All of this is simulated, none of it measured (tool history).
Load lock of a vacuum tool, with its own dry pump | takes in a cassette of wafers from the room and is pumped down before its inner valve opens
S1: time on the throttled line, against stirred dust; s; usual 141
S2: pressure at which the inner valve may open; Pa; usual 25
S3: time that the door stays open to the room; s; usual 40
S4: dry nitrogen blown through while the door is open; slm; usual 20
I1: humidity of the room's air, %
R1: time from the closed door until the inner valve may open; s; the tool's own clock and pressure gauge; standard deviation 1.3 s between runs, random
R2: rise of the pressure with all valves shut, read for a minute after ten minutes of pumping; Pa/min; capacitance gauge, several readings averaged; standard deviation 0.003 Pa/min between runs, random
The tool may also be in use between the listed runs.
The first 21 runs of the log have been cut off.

run,hour,S1,S2,S3,S4,I1,R1,R2
22,4686.8,249,21,40,20,43.9,306.4,0.108
23,4847.2,84,45,28,10,43.2,160.1,0.099
24,5132.3,133,26,57,39,44.0,207.3,0.106
25,5368.5,141,46,40,21,46.9,210.0,0.114
26,5708.6,141,46,40,21,44.5,211.5,0.122
27,5878.8,141,46,40,21,44.7,209.8,0.124
28,6129.4,79,25,40,20,43.8,166.3,0.128
29,6456.8,141,25,62,6,45.1,217.9,0.159
30,6621.7,114,25,40,22,46.0,196.0,0.134
31,6768.9,114,25,40,22,43.6,196.6,0.144
32,7087.4,90,25,40,20,44.7,176.4,0.155
33,7290.0,90,25,40,20,43.9,177.7,0.161
# hour 7500.9: dry pump taken out, an overhauled one fitted
34,7500.9,73,22,56,41,45.5,149.5,0.166
35,7699.7,211,23,82,10,43.4,265.4,0.192
36,7874.5,184,25,80,21,48.8,241.4,0.190
37,8023.2,105,25,58,6,46.2,176.5,0.198
38,8177.3,105,25,58,6,40.2,178.7,0.202

Here are 3 independent what-if runs from the current tool condition. What would each one return?
A,8466.2,141,25,40,4,46.9,?,?
B,8466.2,154,25,211,9,42.2,?,?
C,8466.2,251,25,58,6,46.2,?,?

run,R1,R2
A,207.8,0.206
B,217.8,0.256
C,297.6,0.209
Without the tool's unlogged condition, the same runs would have read:
run,R1,R2
A,206.9,0.044
B,217.0,0.094
C,296.9,0.048
